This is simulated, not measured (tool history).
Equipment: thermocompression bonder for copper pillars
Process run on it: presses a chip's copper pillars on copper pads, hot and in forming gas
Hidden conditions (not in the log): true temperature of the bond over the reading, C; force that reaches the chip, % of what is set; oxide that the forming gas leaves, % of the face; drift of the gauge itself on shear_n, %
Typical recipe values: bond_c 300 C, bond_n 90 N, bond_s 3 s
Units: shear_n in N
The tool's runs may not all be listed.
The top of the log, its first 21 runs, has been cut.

run   hour  bond_c  bond_n  bond_s  hours of work since the heater was calibrated  hours of work since the force cell was calibrated  hours of work since the gas filter was changed  shear_n
     186.3  -- heater calibrated with a thermocouple chip, once more
 22  193.1     270      55       8                                              5                                                286                                             262     54.4
 23  200.9     317     109       6                                             12                                                292                                             268     87.3
 24  210.8     317     110       3                                             19                                                300                                             276     79.3
 25  218.6     300     110       3                                             25                                                306                                             282     73.2
 26  229.9     300      55       3                                             34                                                315                                             291     50.9
 27  238.2     300      90       5                                             41                                                322                                             298       75
 28    245     300      90       5                                             46                                                327                                             303     74.5
 29    252     313     100       2                                             52                                                332                                             309     68.5
 30  256.6     298      90       5                                             55                                                336                                             312     73.9
 31  268.1     298     126       6                                             64                                                345                                             321       84
 32    279     298     126       6                                             73                                                354                                             330     84.1
 33  290.3     298     126       6                                             82                                                363                                             339     83.8
 34  295.3     316     104       8                                             86                                                367                                             343     87.1
 35  300.3     283     101       3                                             90                                                371                                             347     62.7
     306.3  -- forming gas filter changed
 36  311.4     283     101       3                                             98                                                379                                               4     69.1
 37  317.8     288     132       3                                            103                                                384                                               9     80.6
 38  326.1     288     132       3                                            110                                                390                                              16     80.2
 39  334.6     278      92       3                                            116                                                397                                              22     63.2
 40  342.5     296      90       4                                            123                                                403                                              28     75.6

Branching from run 40: 3 alternative next runs. What would each branch give?
  A  348.7     300      90       4                                            128                                                408                                              33        ?
  B  348.7     314      62       2                                            128                                                408                                              33        ?
  C  348.7     329      80       5                                            128                                                408                                              33        ?

run  shear_n
  A     77.6
  B     57.9
  C       88
What these runs would have given with no unlogged condition in the tool:
run  shear_n
  A     77.3
  B     57.4
  C       88
